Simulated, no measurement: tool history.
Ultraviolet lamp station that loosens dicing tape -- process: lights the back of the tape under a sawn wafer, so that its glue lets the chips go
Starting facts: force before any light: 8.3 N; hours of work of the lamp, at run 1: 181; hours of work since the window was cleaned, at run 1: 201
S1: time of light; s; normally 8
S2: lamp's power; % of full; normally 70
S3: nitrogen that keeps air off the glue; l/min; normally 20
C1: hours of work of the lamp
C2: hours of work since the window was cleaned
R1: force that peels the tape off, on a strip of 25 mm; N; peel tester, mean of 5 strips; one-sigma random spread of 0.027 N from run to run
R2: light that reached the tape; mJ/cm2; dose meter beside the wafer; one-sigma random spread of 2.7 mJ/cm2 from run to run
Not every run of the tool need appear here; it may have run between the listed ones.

run	day	S1	S2	S3	C1	C2	R1	R2
1	0.000	8	70	20	181	201	1.332	354
2	0.662	8	70	20	193	213	1.287	353
3	1.358	8	70	20	206	226	1.331	352
4	1.854	8	70	20	215	235	1.301	352
5	2.492	8	70	20	227	247	1.310	351
6	3.225	8	70	20	240	260	1.374	353
7	3.717	8	70	20	249	269	1.342	354
8	4.479	8	70	20	263	283	1.381	353
9	5.075	8	70	20	274	294	1.342	353
10	5.496	8	70	20	282	302	1.369	349
# day 6.204: window cleaned of glue's vapour
11	6.229	8	70	20	295	0	1.360	355
12	6.896	8	70	20	307	13	1.330	354
13	7.438	8	83	20	317	23	0.979	415
14	7.971	5	72	19	327	32	2.568	231
15	8.696	12	70	20	340	46	0.625	532
16	9.262	12	70	20	350	56	0.615	530
17	9.646	12	70	20	357	63	0.613	534
18	10.054	9	70	7	365	70	2.079	397
19	10.492	9	70	7	373	78	2.058	394
20	11.188	8	77	6	386	91	2.343	387
21	11.754	8	74	6	396	102	2.376	377
22	12.100	5	97	8	402	108	2.612	305
23	12.738	5	97	8	414	120	2.656	312
24	13.529	6	96	14	428	134	1.581	362
25	14.362	6	96	14	444	149	1.473	365
26	14.717	6	73	19	450	156	1.980	278

Consider 4 possible next runs. They are alternatives, not a sequence: every one starts from the tool as it was left by run 26. What does each give?
A	15.150	6	70	13	458	164	?	?
B	15.150	8	85	27	458	164	?	?
C	15.150	9	63	32	458	164	?	?
D	15.150	9	70	20	458	164	?	?

run	R1	R2
A	2.564	263
B	0.776	433
C	1.001	360
D	1.075	397
With no hidden state in the tool, these same runs would have given:
run	R1	R2
A	2.557	264
B	0.772	434
C	0.997	361
D	1.071	398

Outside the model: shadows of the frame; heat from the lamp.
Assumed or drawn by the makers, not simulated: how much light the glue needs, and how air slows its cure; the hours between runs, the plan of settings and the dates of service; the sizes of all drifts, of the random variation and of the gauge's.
